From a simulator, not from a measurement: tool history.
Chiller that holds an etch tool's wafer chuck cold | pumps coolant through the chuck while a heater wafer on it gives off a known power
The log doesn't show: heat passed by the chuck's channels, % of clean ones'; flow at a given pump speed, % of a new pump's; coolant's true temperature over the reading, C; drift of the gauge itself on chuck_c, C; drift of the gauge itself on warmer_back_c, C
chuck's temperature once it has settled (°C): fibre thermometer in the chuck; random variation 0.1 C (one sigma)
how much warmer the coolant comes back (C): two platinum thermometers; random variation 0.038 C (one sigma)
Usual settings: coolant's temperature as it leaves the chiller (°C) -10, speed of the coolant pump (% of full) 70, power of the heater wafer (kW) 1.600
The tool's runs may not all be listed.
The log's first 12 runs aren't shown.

run    hour  coolant's temperature as it leaves the chiller (°C)  speed of the coolant pump (% of full)  power of the heater wafer (kW)  hours since the coolant was changed and the channels were flushed  hours since the pump was overhauled  hours since the chiller's thermometer was calibrated  chuck's temperature once it has settled (°C)  how much warmer the coolant comes back (C)
 13  1657.1                                                  -10                                     65                           1.600                                                               4406                                 3926                                                  2399                                          14.4                                        8.51
 14  1747.9                                                  -10                                     65                           1.600                                                               4496                                 4016                                                  2489                                          14.3                                        8.49
     1832.9  -- chiller's thermometer calibrated
 15  1888.6                                                  -10                                     70                           2.164                                                               4636                                 4156                                                    56                                          21.3                                       10.68
 16  2040.4                                                  -10                                     70                           2.164                                                               4788                                 4308                                                   208                                          21.3                                       10.71
 17  2131.9                                                  -10                                     63                           1.600                                                               4879                                 4399                                                   299                                          15.2                                        8.91
 18  2256.5                                                   -4                                     70                           0.872                                                               5004                                 4524                                                   424                                           8.5                                        4.28
 19  2397.2                                                  -19                                     99                           2.362                                                               5145                                 4665                                                   564                                           7.1                                        7.98
 20  2479.5                                                  -19                                     99                           2.362                                                               5227                                 4747                                                   647                                           7.0                                        7.96
 21  2560.2                                                  -10                                     64                           1.733                                                               5308                                 4828                                                   727                                          17.0                                        9.45
 22  2712.4                                                   -4                                     70                           1.600                                                               5460                                 4980                                                   879                                          19.2                                        7.98
 23  2911.1                                                   -2                                     68                           1.600                                                               5659                                 5179                                                  1078                                          21.6                                        8.13
 24  3015.2                                                  -17                                     67                           1.909                                                               5763                                 5283                                                  1182                                          11.6                                        9.87
 25  3174.3                                                   -2                                     91                           1.600                                                               5922                                 5442                                                  1341                                          16.9                                        5.95
 26  3276.4                                                  -10                                     80                           0.955                                                               6024                                 5544                                                  1443                                           2.4                                        4.02
 27  3461.8                                                  -10                                     76                           1.167                                                               6209                                 5729                                                  1629                                           5.9                                        5.26
 28  3612.2                                                   -1                                     70                           1.164                                                               6360                                 5880                                                  1779                                          15.9                                        5.74
 29  3745.6                                                   -7                                     70                           1.493                                                               6493                                 6013                                                  1913                                          14.6                                        7.39
 30  3866.8                                                  -15                                     90                           1.600                                                               6614                                 6134                                                  2034                                           4.0                                        6.02
 31  3964.7                                                  -15                                     90                           1.600                                                               6712                                 6232                                                  2132                                           3.9                                        6.06
 32  4126.3                                                  -13                                     87                           1.096                                                               6874                                 6394                                                  2293                                           0.3                                        4.32

3 ways to go on from here, each from the tool as it stands after run 32. What would each give?
  A  4259.7                                                  -13                                     87                           1.573                                                               7007                                 6527                                                  2427                                             ?                                           ?
  B  4259.7                                                   -3                                     70                           1.140                                                               7007                                 6527                                                  2427                                             ?                                           ?
  C  4259.7                                                   -1                                     89                           1.600                                                               7007                                 6527                                                  2427                                             ?                                           ?

run  chuck's temperature once it has settled (°C)  how much warmer the coolant comes back (C)
  A                                           6.2                                        6.11
  B                                          13.6                                        5.62
  C                                          18.2                                        6.08
Without the tool's hidden state the same runs would have given:
run  chuck's temperature once it has settled (°C)  how much warmer the coolant comes back (C)
  A                                           6.2                                        6.11
  B                                          13.5                                        5.62
  C                                          18.2                                        6.08

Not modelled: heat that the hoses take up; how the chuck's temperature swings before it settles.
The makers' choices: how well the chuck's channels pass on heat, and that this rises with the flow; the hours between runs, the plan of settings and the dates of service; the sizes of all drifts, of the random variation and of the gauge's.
